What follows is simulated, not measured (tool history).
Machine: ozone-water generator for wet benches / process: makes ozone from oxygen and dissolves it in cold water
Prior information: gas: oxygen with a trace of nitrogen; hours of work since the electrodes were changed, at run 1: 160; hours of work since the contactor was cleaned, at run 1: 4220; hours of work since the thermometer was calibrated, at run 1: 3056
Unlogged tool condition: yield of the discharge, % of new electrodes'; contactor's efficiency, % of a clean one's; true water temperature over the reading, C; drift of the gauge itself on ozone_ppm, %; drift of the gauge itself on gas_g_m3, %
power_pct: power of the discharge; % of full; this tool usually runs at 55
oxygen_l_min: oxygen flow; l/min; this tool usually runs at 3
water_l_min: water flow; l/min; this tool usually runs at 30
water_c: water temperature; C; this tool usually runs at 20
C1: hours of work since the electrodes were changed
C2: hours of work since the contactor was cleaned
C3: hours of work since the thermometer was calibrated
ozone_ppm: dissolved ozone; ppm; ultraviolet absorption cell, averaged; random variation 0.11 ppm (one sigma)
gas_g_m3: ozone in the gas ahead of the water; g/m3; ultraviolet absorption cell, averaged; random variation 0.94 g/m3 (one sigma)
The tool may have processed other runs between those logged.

Run 1, hour 0: usual settings; C1 160; C2 4220; C3 3056. Result: ozone_ppm 8.9 ppm, gas_g_m3 158.9 g/m3.
Run 2, hour 33.7: usual settings but power_pct 53 % of full; C1 193; C2 4254; C3 3090. Result: ozone_ppm 8.4 ppm, gas_g_m3 155.3 g/m3.
Run 3, hour 56.8: usual settings but power_pct 53 % of full, water_l_min 47 l/min; C1 216; C2 4277; C3 3113. Result: ozone_ppm 5.5 ppm, gas_g_m3 155.5 g/m3.
Run 4, hour 74.7: usual settings but water_l_min 28 l/min; C1 234; C2 4295; C3 3131. Result: ozone_ppm 9.4 ppm, gas_g_m3 160.9 g/m3.
Run 5, hour 102.9: usual settings but water_l_min 28 l/min; C1 262; C2 4323; C3 3159. Result: ozone_ppm 9.5 ppm, gas_g_m3 159.6 g/m3.
Run 6, hour 133.9: usual settings but water_l_min 20 l/min; C1 293; C2 4354; C3 3190. Result: ozone_ppm 12.7 ppm, gas_g_m3 159.8 g/m3.
Run 7, hour 159.9: usual settings but water_l_min 20 l/min; C1 319; C2 4380; C3 3216. Result: ozone_ppm 12.9 ppm, gas_g_m3 160.3 g/m3.

Estimate the outcome of run 8 from the log above:
Run 8, hour 180.6: usual settings but water_l_min 20 l/min; C1 340; C2 4400; C3 3236. Result: ozone_ppm ?, gas_g_m3 ?.

ozone_ppm: 12.8 ppm
gas_g_m3: 159 g/m3
Were there no unlogged condition in the tool, this run, its random variation unchanged, would have produced ozone_ppm 12.8 ppm, gas_g_m3 159 g/m3.
